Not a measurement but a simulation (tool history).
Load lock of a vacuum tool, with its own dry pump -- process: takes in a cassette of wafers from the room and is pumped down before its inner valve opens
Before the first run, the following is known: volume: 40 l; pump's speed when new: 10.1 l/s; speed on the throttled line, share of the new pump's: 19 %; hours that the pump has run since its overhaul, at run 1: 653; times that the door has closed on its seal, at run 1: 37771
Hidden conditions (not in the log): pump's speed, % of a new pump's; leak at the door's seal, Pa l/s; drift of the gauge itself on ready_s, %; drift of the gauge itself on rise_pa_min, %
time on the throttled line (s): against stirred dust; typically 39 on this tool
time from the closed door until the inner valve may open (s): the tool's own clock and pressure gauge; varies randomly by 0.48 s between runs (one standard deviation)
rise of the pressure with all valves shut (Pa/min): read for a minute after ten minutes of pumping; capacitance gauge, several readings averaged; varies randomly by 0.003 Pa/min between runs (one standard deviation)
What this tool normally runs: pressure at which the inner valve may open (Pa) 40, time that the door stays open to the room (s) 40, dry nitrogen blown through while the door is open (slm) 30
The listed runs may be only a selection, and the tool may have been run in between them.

run    hour  time on the throttled line (s)  pressure at which the inner valve may open (Pa)  time that the door stays open to the room (s)  dry nitrogen blown through while the door is open (slm)  hours that the pump has run since its overhaul  times that the door has closed on its seal  incoming humidity of the room's air, %  time from the closed door until the inner valve may open (s)  rise of the pressure with all valves shut (Pa/min)
  1     0.0                              39                                               40                                             40                                                       30                                             653                                       37771                                    43.0                                                          62.4                                               0.455
  2   151.4                              39                                               40                                             40                                                       30                                             804                                       38210                                    44.7                                                          62.2                                               0.451
  3   294.8                              39                                               40                                             40                                                       30                                             948                                       38626                                    40.5                                                          62.9                                               0.456
  4   433.2                              39                                               40                                             40                                                       30                                            1086                                       39027                                    41.2                                                          63.2                                               0.471
  5   641.7                              39                                               40                                             40                                                       30                                            1295                                       39632                                    43.6                                                          62.5                                               0.494
  6   814.5                              39                                               40                                             40                                                       30                                            1467                                       40133                                    46.4                                                          63.2                                               0.503
      840.3  -- door's seal changed, seat wiped
  7   925.6                              39                                               40                                             40                                                       30                                            1577                                         248                                    45.4                                                          63.4                                               0.031
  8  1097.8                              39                                               40                                             40                                                       30                                            1749                                         747                                    43.8                                                          62.6                                               0.033
  9  1272.0                              39                                               40                                             40                                                       30                                            1923                                        1252                                    47.9                                                          63.2                                               0.036
 10  1450.8                              39                                               40                                             40                                                       30                                            2102                                        1770                                    43.5                                                          63.5                                               0.031
 11  1599.5                              54                                               40                                             40                                                       30                                            2251                                        2202                                    45.2                                                          76.0                                               0.039
 12  1807.8                              39                                               40                                             40                                                       30                                            2459                                        2806                                    43.7                                                          63.6                                               0.036
 13  1941.2                              39                                               40                                             40                                                       30                                            2593                                        3192                                    46.1                                                          64.0                                               0.039
 14  2044.8                              39                                               40                                             40                                                       30                                            2696                                        3493                                    45.5                                                          63.6                                               0.038
 15  2232.2                              39                                               40                                             40                                                       30                                            2884                                        4036                                    43.3                                                          63.9                                               0.049
 16  2403.9                              39                                               40                                             40                                                       30                                            3055                                        4534                                    43.3                                                          62.5                                               0.045
 17  2523.8                              39                                               40                                             40                                                       30                                            3175                                        4882                                    43.0                                                          63.6                                               0.044
 18  2645.5                              39                                               40                                             40                                                       30                                            3297                                        5235                                    44.5                                                          63.8                                               0.050
 19  2798.4                              39                                               40                                             40                                                       30                                            3450                                        5678                                    42.5                                                          63.7                                               0.053
 20  2983.4                              39                                               40                                             40                                                       30                                            3635                                        6215                                    45.7                                                          63.8                                               0.057
 21  3144.8                              20                                               40                                             56                                                       30                                            3796                                        6683                                    45.1                                                          49.1                                               0.062
 22  3263.7                              21                                               40                                             50                                                       30                                            3915                                        7027                                    41.7                                                          49.4                                               0.061
 23  3369.5                              26                                               30                                             50                                                       30                                            4021                                        7334                                    45.8                                                          54.8                                               0.063
 24  3542.0                              25                                               66                                             40                                                       30                                            4193                                        7834                                    44.2                                                          50.7                                               0.064
 25  3692.7                              54                                               31                                             40                                                        5                                            4344                                        8271                                    45.6                                                          78.0                                               0.098
 26  3814.4                              54                                               31                                             40                                                        5                                            4466                                        8624                                    46.3                                                          77.0                                               0.097
 27  3993.0                              54                                               31                                             40                                                        5                                            4644                                        9142                                    44.2                                                          76.5                                               0.100
 28  4160.4                              54                                               31                                             40                                                        5                                            4812                                        9627                                    46.6                                                          77.2                                               0.108
 29  4350.9                              54                                               31                                             40                                                        5                                            5002                                       10180                                    47.2                                                          77.7                                               0.111
 30  4528.4                              25                                               40                                             40                                                        6                                            5180                                       10695                                    42.7                                                          53.6                                               0.104
 31  4648.4                              74                                               40                                             40                                                        6                                            5300                                       11043                                    44.4                                                          93.0                                               0.111
 32  4835.2                              74                                               71                                             40                                                       27                                            5487                                       11584                                    46.8                                                          90.3                                               0.094
 33  4991.0                              40                                               44                                             61                                                        8                                            5643                                       12036                                    43.0                                                          65.3                                               0.122
 34  5085.9                              70                                               44                                             61                                                        6                                            5737                                       12311                                    46.2                                                          90.2                                               0.126
 35  5269.3                              70                                               71                                             61                                                        6                                            5921                                       12843                                    48.3                                                          86.2                                               0.139
 36  5468.8                              24                                               40                                             45                                                       30                                            6120                                       13421                                    47.2                                                          52.9                                               0.106

For each run, the measured value with the value that run would have given without the tool's hidden condition subtracted. The run-to-run variation is shared by both, the gauge scatter possibly not:
run  time from the closed door until the inner valve may open (s)  rise of the pressure with all valves shut (Pa/min)
  1                                                          +0.1                                              +0.426
  2                                                          +0.2                                              +0.424
  3                                                          +0.3                                              +0.431
  4                                                          +0.3                                              +0.438
  5                                                          +0.4                                              +0.465
  6                                                          +0.4                                              +0.471
  7                                                          +0.4                                              +0.001
  8                                                          +0.5                                              +0.002
  9                                                          +0.6                                              +0.003
 10                                                          +0.6                                              +0.006
 11                                                          +0.6                                              +0.007
 12                                                          +0.7                                              +0.010
 13                                                          +0.8                                              +0.011
 14                                                          +0.8                                              +0.012
 15                                                          +0.9                                              +0.016
 16                                                          +0.9                                              +0.017
 17                                                          +0.9                                              +0.019
 18                                                          +1.0                                              +0.020
 19                                                          +1.0                                              +0.023
 20                                                          +1.1                                              +0.026
 21                                                          +1.4                                              +0.029
 22                                                          +1.5                                              +0.031
 23                                                          +1.4                                              +0.033
 24                                                          +1.4                                              +0.036
 25                                                          +1.2                                              +0.037
 26                                                          +1.3                                              +0.041
 27                                                          +1.3                                              +0.044
 28                                                          +1.4                                              +0.049
 29                                                          +1.4                                              +0.052
 30                                                          +1.9                                              +0.055
 31                                                          +1.2                                              +0.058
 32                                                          +1.0                                              +0.061
 33                                                          +1.8                                              +0.065
 34                                                          +1.3                                              +0.068
 35                                                          +1.3                                              +0.070
 36                                                          +2.2                                              +0.076

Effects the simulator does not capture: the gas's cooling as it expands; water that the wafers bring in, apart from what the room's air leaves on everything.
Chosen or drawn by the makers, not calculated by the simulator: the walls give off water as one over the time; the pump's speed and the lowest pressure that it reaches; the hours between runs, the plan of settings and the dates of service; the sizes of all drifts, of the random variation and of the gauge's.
